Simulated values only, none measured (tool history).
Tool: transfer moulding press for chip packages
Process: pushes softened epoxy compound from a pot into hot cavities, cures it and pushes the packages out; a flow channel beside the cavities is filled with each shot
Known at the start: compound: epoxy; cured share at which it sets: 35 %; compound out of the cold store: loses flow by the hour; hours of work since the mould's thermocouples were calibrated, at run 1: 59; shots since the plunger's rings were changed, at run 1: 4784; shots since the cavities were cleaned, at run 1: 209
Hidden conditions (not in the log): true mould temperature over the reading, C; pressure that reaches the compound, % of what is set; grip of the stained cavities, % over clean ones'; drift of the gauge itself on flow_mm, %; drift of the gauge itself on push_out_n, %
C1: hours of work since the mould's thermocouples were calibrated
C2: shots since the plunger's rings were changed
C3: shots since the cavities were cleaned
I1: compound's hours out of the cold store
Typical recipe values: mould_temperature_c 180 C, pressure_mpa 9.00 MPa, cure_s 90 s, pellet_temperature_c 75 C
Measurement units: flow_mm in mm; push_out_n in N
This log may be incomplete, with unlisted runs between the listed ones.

run 1 hour=0.0 | mould_temperature_c=180 pressure_mpa=9.00 cure_s=90 pellet_temperature_c=75 | C1=59 C2=4784 C3=209 | I1=26.6 | flow_mm=480 push_out_n=358
run 2 hour=34.1 | mould_temperature_c=180 pressure_mpa=9.00 cure_s=90 pellet_temperature_c=75 | C1=77 C2=5119 C3=544 | I1=45.6 | flow_mm=436 push_out_n=415
-- hour=46.3 plunger's sealing rings changed
-- hour=67.3 cavities cleaned with cleaning compound and waxed
run 3 hour=82.0 | mould_temperature_c=185 pressure_mpa=9.00 cure_s=90 pellet_temperature_c=75 | C1=102 C2=336 C3=144 | I1=43.3 | flow_mm=466 push_out_n=448
run 4 hour=119.1 | mould_temperature_c=180 pressure_mpa=9.00 cure_s=90 pellet_temperature_c=75 | C1=122 C2=702 C3=510 | I1=20.3 | flow_mm=528 push_out_n=471
run 5 hour=150.9 | mould_temperature_c=180 pressure_mpa=9.00 cure_s=90 pellet_temperature_c=75 | C1=140 C2=1015 C3=823 | I1=23.5 | flow_mm=516 push_out_n=462
-- hour=156.5 cavities cleaned with cleaning compound and waxed
run 6 hour=224.3 | mould_temperature_c=180 pressure_mpa=9.00 cure_s=90 pellet_temperature_c=75 | C1=180 C2=1723 C3=667 | I1=13.3 | flow_mm=537 push_out_n=423
-- hour=245.0 cavities cleaned with cleaning compound and waxed
run 7 hour=284.9 | mould_temperature_c=180 pressure_mpa=9.73 cure_s=90 pellet_temperature_c=75 | C1=213 C2=2305 C3=393 | I1=43.0 | flow_mm=487 push_out_n=392
-- hour=333.0 cavities cleaned with cleaning compound and waxed
run 8 hour=334.6 | mould_temperature_c=175 pressure_mpa=7.48 cure_s=127 pellet_temperature_c=69 | C1=239 C2=2779 C3=15 | I1=34.0 | flow_mm=448 push_out_n=266
run 9 hour=390.7 | mould_temperature_c=180 pressure_mpa=8.78 cure_s=73 pellet_temperature_c=75 | C1=270 C2=3332 C3=568 | I1=13.9 | flow_mm=518 push_out_n=591
-- hour=421.9 cavities cleaned with cleaning compound and waxed
-- hour=449.1 cavities cleaned with cleaning compound and waxed, once more
run 10 hour=456.8 | mould_temperature_c=180 pressure_mpa=10.75 cure_s=121 pellet_temperature_c=75 | C1=305 C2=3953 C3=75 | I1=21.3 | flow_mm=549 push_out_n=274
run 11 hour=509.1 | mould_temperature_c=180 pressure_mpa=10.75 cure_s=121 pellet_temperature_c=75 | C1=334 C2=4469 C3=591 | I1=37.0 | flow_mm=505 push_out_n=368
-- hour=538.3 cavities cleaned with cleaning compound and waxed
run 12 hour=563.3 | mould_temperature_c=180 pressure_mpa=10.75 cure_s=121 pellet_temperature_c=75 | C1=364 C2=4987 C3=246 | I1=17.2 | flow_mm=551 push_out_n=325
-- hour=588.6 plunger's sealing rings changed
-- hour=628.7 mould's thermocouples calibrated
-- hour=630.2 cavities cleaned with cleaning compound and waxed
run 13 hour=634.1 | mould_temperature_c=180 pressure_mpa=9.00 cure_s=90 pellet_temperature_c=75 | C1=2 C2=414 C3=39 | I1=8.6 | flow_mm=558 push_out_n=301

How the hidden state differs across the entries between the runs, from the last listed run before each to the first after it:
Runs 2 to 3: plunger's sealing rings changed (hour 46.3); cavities cleaned with cleaning compound and waxed (hour 67.3)
  true mould temperature over the reading, C: 0.21 -> 0.23; pressure that reaches the compound, % of what is set: 84.72 -> 98.85; grip of the stained cavities, % over clean ones': 46.3 -> 74.6
  measured value less the no-hidden-state value, flow_mm: -38 -> -3 mm; push_out_n: +130 -> +191 N
Runs 5 to 6: cavities cleaned with cleaning compound and waxed (hour 156.5)
  true mould temperature over the reading, C: 0.27 -> 0.31; pressure that reaches the compound, % of what is set: 96.85 -> 94.67; grip of the stained cavities, % over clean ones': 62.9 -> 49.5
  measured value less the no-hidden-state value, flow_mm: -9 -> -15 mm; push_out_n: +179 -> +137 N
Runs 6 to 7: cavities cleaned with cleaning compound and waxed (hour 245.0)
  true mould temperature over the reading, C: 0.31 -> 0.34; pressure that reaches the compound, % of what is set: 94.67 -> 92.89; grip of the stained cavities, % over clean ones': 49.5 -> 36.4
  measured value less the no-hidden-state value, flow_mm: -15 -> -19 mm; push_out_n: +137 -> +100 N
Runs 7 to 8: cavities cleaned with cleaning compound and waxed (hour 333.0)
  true mould temperature over the reading, C: 0.34 -> 0.37; pressure that reaches the compound, % of what is set: 92.89 -> 91.56; grip of the stained cavities, % over clean ones': 36.4 -> 5
  measured value less the no-hidden-state value, flow_mm: -19 -> -21 mm; push_out_n: +100 -> +12 N
Runs 9 to 10: cavities cleaned with cleaning compound and waxed (hour 421.9); cavities cleaned with cleaning compound and waxed, once more (hour 449.1)
  true mould temperature over the reading, C: 0.4 -> 0.44; pressure that reaches the compound, % of what is set: 89.88 -> 88.16; grip of the stained cavities, % over clean ones': 45.9 -> 10.3
  measured value less the no-hidden-state value, flow_mm: -30 -> -36 mm; push_out_n: +174 -> +24 N
Runs 11 to 12: cavities cleaned with cleaning compound and waxed (hour 538.3)
  true mould temperature over the reading, C: 0.47 -> 0.49; pressure that reaches the compound, % of what is set: 86.67 -> 85.21; grip of the stained cavities, % over clean ones': 47 -> 29
  measured value less the no-hidden-state value, flow_mm: -38 -> -47 mm; push_out_n: +119 -> +73 N
Runs 12 to 13: plunger's sealing rings changed (hour 588.6); mould's thermocouples calibrated (hour 628.7); cavities cleaned with cleaning compound and waxed (hour 630.2)
  true mould temperature over the reading, C: 0.49 -> 0.22; pressure that reaches the compound, % of what is set: 85.21 -> 98.25; grip of the stained cavities, % over clean ones': 29 -> 6.6
  measured value less the no-hidden-state value, flow_mm: -47 -> -6 mm; push_out_n: +73 -> +17 N
